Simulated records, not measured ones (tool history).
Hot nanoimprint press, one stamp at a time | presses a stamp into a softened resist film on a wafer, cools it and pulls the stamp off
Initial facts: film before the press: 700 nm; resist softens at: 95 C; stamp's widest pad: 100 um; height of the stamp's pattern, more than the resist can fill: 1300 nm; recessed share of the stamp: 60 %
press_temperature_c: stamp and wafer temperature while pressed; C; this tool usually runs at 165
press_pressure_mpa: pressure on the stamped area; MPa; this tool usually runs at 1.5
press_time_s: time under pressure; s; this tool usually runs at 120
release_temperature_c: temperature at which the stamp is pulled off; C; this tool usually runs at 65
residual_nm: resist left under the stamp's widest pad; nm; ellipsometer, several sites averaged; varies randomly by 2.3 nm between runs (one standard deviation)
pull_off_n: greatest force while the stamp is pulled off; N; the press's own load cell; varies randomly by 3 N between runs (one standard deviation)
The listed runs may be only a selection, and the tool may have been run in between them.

| run | hour | press_temperature_c | press_pressure_mpa | press_time_s | release_temperature_c | residual_nm | pull_off_n |
|---|---|---|---|---|---|---|---|
| 1 | 0 | 165 | 1.5 | 120 | 65 | 371.7 | 146 |
| 2 | 8.6 | 165 | 1.5 | 120 | 65 | 366.2 | 140 |
| 3 | 16.8 | 165 | 1.5 | 120 | 53 | 367.1 | 168 |
| 4 | 25.8 | 165 | 1.5 | 120 | 51 | 370.9 | 172 |
| 5 | 35.6 | 165 | 1.5 | 120 | 51 | 365.8 | 168 |
| 6 | 46.3 | 165 | 1.5 | 120 | 65 | 370 | 140 |
| 7 | 58.4 | 167 | 1.5 | 120 | 65 | 341.9 | 140 |
| 8 | 64 | 167 | 1.5 | 120 | 65 | 340.6 | 141 |
| 9 | 73.9 | 165 | 1.5 | 120 | 65 | 365.3 | 145 |
| 10 | 79.5 | 165 | 1.5 | 120 | 65 | 368.2 | 140 |
| 11 | 92.5 | 165 | 1.5 | 120 | 65 | 367.4 | 140 |

Expected results for the next run?
| 12 | 101.1 | 165 | 2.02 | 120 | 63 | ? | ? |

{"run 12": {"residual_nm": 314.5, "pull_off_n": 147}}
With no hidden state in the tool, this same run would have given residual_nm 315.1 nm, pull_off_n 147 N.
